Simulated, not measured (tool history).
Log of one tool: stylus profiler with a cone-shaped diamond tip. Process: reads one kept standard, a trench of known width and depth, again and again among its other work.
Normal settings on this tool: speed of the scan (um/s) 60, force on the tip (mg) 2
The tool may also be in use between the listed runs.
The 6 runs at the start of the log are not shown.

run	hour	speed of the scan (um/s)	force on the tip (mg)	scans with this tip	hours of work since the height scale was calibrated	depth of the trench (nm)	width of the trench's floor (nm)
7	125.7	60	2	3424	255	507.12	16780
8	143.7	26	2	3576	266	507.26	16930
9	168.8	26	2	3789	282	507.44	16890
10	203	28	2	4078	303	507.27	16900
11	223.4	35	2	4251	316	507.38	16870
12	239.1	35	2	4384	326	507.37	16920
13	270	35	2	4645	346	507.45	16820
14	302.8	45	2	4923	366	507.48	16750
15	322.5	45	2.23	5089	379	507.99	16740
16	357.8	45	2.23	5388	401	508.13	16730
17	386.3	33	1.18	5629	419	505.8	16740
18	417.7	33	1.18	5895	439	505.23	16710
19	432.6	16	1.3	6021	448	505.79	16790
20	462.8	16	4.39	6276	467	512.86	16820
21	494.7	16	4.39	6546	487	512.61	16860
22	523	16	4.39	6786	505	512.47	16830
23	550.6	36	2	7019	522	507.66	16710
24	570.5	191	2	7187	535	507.66	15860
25	587.5	26	1.74	7332	546	507.11	16660
26	615.8	26	1.74	7571	563	507.09	16750
27	649.7	156	1.48	7858	585	506.58	15870
28	674.5	105	2	8068	600	507.72	16240
29	702.9	82	1.3	8308	618	506.19	16270
30	725	101	3.65	8495	632	510.89	16400

Below are 4 alternative next runs, each starting from the tool's condition after run 30. Predict each:
A	751.7	103	2	8721	649	?	?
B	751.7	101	4.51	8721	649	?	?
C	751.7	36	3.29	8721	649	?	?
D	751.7	25	1.13	8721	649	?	?

run	depth of the trench (nm)	width of the trench's floor (nm)
A	507.78	16170
B	513.12	16390
C	510.73	16600
D	505.7	16590
Take away the tool's hidden state, keep each run's random variation, and the runs would have read:
run	depth of the trench (nm)	width of the trench's floor (nm)
A	507.04	16780
B	512.37	17010
C	509.98	17220
D	504.96	17200

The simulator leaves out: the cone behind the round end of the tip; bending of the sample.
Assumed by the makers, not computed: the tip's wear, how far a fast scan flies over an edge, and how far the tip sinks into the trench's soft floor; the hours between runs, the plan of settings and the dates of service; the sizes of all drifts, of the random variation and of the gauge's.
